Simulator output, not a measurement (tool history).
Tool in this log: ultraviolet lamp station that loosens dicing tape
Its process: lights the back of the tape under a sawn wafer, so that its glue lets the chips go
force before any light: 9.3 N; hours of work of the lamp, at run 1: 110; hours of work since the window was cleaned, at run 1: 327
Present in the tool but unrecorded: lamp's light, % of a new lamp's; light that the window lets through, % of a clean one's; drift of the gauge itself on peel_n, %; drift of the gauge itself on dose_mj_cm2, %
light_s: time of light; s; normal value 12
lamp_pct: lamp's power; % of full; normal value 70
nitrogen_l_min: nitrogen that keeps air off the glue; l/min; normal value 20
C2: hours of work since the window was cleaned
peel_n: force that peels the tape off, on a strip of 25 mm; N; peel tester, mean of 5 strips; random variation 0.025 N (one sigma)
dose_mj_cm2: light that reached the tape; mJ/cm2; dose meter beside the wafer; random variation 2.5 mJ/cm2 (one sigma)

Run 1, hour 0: usual settings; hours of work of the lamp 110; C2 327. Result: peel_n 1.593 N, dose_mj_cm2 263 mJ/cm2.
Run 2, hour 17: usual settings; hours of work of the lamp 120; C2 338. Result: peel_n 1.538 N, dose_mj_cm2 262 mJ/cm2.
Run 3, hour 40.3: usual settings; hours of work of the lamp 134; C2 352. Result: peel_n 1.621 N, dose_mj_cm2 257 mJ/cm2.
Run 4, hour 67.8: usual settings but lamp_pct 66 % of full; hours of work of the lamp 151; C2 369. Result: peel_n 1.793 N, dose_mj_cm2 244 mJ/cm2.
Run 5, hour 86.3: usual settings but lamp_pct 66 % of full; hours of work of the lamp 163; C2 380. Result: peel_n 1.747 N, dose_mj_cm2 240 mJ/cm2.
Run 6, hour 98.8: usual settings but nitrogen_l_min 34 l/min; hours of work of the lamp 170; C2 388. Result: peel_n 1.294 N, dose_mj_cm2 254 mJ/cm2.
Run 7, hour 113.2: usual settings but nitrogen_l_min 34 l/min; hours of work of the lamp 179; C2 397. Result: peel_n 1.259 N, dose_mj_cm2 256 mJ/cm2.
Run 8, hour 127.5: usual settings but nitrogen_l_min 34 l/min; hours of work of the lamp 188; C2 405. Result: peel_n 1.243 N, dose_mj_cm2 257 mJ/cm2.
Run 9, hour 142.9: usual settings but nitrogen_l_min 34 l/min; hours of work of the lamp 197; C2 415. Result: peel_n 1.252 N, dose_mj_cm2 256 mJ/cm2.
Run 10, hour 155.7: usual settings but nitrogen_l_min 34 l/min; hours of work of the lamp 205; C2 423. Result: peel_n 1.304 N, dose_mj_cm2 250 mJ/cm2.
Run 11, hour 172.2: usual settings; hours of work of the lamp 215; C2 433. Result: peel_n 1.724 N, dose_mj_cm2 252 mJ/cm2.
Run 12, hour 196.8: usual settings; hours of work of the lamp 230; C2 448. Result: peel_n 1.7 N, dose_mj_cm2 243 mJ/cm2.
Run 13, hour 209.5: usual settings; hours of work of the lamp 238; C2 456. Result: peel_n 1.77 N, dose_mj_cm2 245 mJ/cm2.
Run 14, hour 235.1: usual settings but light_s 9 s, lamp_pct 71 % of full, nitrogen_l_min 39 l/min; hours of work of the lamp 254; C2 471. Result: peel_n 2.036 N, dose_mj_cm2 188 mJ/cm2.
Run 15, hour 251: usual settings but light_s 9 s, lamp_pct 71 % of full, nitrogen_l_min 39 l/min; hours of work of the lamp 264; C2 481. Result: peel_n 2.025 N, dose_mj_cm2 184 mJ/cm2.
Run 16, hour 262.9: usual settings but light_s 7 s, lamp_pct 85 % of full, nitrogen_l_min 7 l/min; hours of work of the lamp 271; C2 488. Result: peel_n 4.299 N, dose_mj_cm2 175 mJ/cm2.
Run 17, hour 290.8: usual settings but light_s 11 s; hours of work of the lamp 288; C2 505. Result: peel_n 2.119 N, dose_mj_cm2 219 mJ/cm2.
Run 18, hour 309.8: usual settings but light_s 15 s, lamp_pct 87 % of full, nitrogen_l_min 19 l/min; hours of work of the lamp 300; C2 517. Result: peel_n 0.864 N, dose_mj_cm2 369 mJ/cm2.
At hour 332.6: window cleaned of glue's vapour.
Run 19, hour 332.6: usual settings but light_s 8 s, lamp_pct 87 % of full, nitrogen_l_min 8 l/min; hours of work of the lamp 313; C2 0. Result: peel_n 2.882 N, dose_mj_cm2 236 mJ/cm2.
Run 20, hour 344.6: usual settings but light_s 8 s, lamp_pct 87 % of full, nitrogen_l_min 8 l/min; hours of work of the lamp 321; C2 7. Result: peel_n 2.923 N, dose_mj_cm2 239 mJ/cm2.
Run 21, hour 372.3: usual settings but light_s 7 s, lamp_pct 83 % of full; hours of work of the lamp 338; C2 24. Result: peel_n 2.523 N, dose_mj_cm2 195 mJ/cm2.
Run 22, hour 401.8: usual settings but light_s 7 s, lamp_pct 65 % of full; hours of work of the lamp 356; C2 42. Result: peel_n 3.283 N, dose_mj_cm2 152 mJ/cm2.
Run 23, hour 430.5: usual settings but light_s 6 s, lamp_pct 90 % of full; hours of work of the lamp 373; C2 60. Result: peel_n 2.856 N, dose_mj_cm2 175 mJ/cm2.
Run 24, hour 446.8: usual settings but light_s 15 s; hours of work of the lamp 383; C2 70. Result: peel_n 0.956 N, dose_mj_cm2 345 mJ/cm2.
Run 25, hour 475.5: usual settings but light_s 10 s, lamp_pct 69 % of full, nitrogen_l_min 13 l/min; hours of work of the lamp 401; C2 88. Result: peel_n 2.445 N, dose_mj_cm2 229 mJ/cm2.
Run 26, hour 487.6: usual settings but light_s 13 s, lamp_pct 74 % of full, nitrogen_l_min 13 l/min; hours of work of the lamp 408; C2 95. Result: peel_n 1.505 N, dose_mj_cm2 316 mJ/cm2.

Consider 5 possible next runs. They are alternatives, not a sequence: every one starts from the tool as it was left by run 26. What does each give?
Run A, hour 501.8: usual settings but lamp_pct 69 % of full; hours of work of the lamp 417; C2 104. Result: peel_n ?, dose_mj_cm2 ?.
Run B, hour 501.8: usual settings but light_s 13 s, lamp_pct 81 % of full, nitrogen_l_min 13 l/min; hours of work of the lamp 417; C2 104. Result: peel_n ?, dose_mj_cm2 ?.
Run C, hour 501.8: usual settings but light_s 16 s, lamp_pct 96 % of full, nitrogen_l_min 8 l/min; hours of work of the lamp 417; C2 104. Result: peel_n ?, dose_mj_cm2 ?.
Run D, hour 501.8: usual settings but light_s 17 s, lamp_pct 88 % of full, nitrogen_l_min 13 l/min; hours of work of the lamp 417; C2 104. Result: peel_n ?, dose_mj_cm2 ?.
Run E, hour 501.8: usual settings but light_s 14 s, lamp_pct 88 % of full; hours of work of the lamp 417; C2 104. Result: peel_n ?, dose_mj_cm2 ?.

run  peel_n  dose_mj_cm2
  A   1.559          263
  B   1.342          339
  C   0.876          495
  D   0.662          480
  E   0.722          395
Without the tool's hidden state the same runs would have given:
run  peel_n  dose_mj_cm2
  A   1.267          296
  B   1.074          380
  C   0.679          556
  D   0.507          539
  E   0.557          443
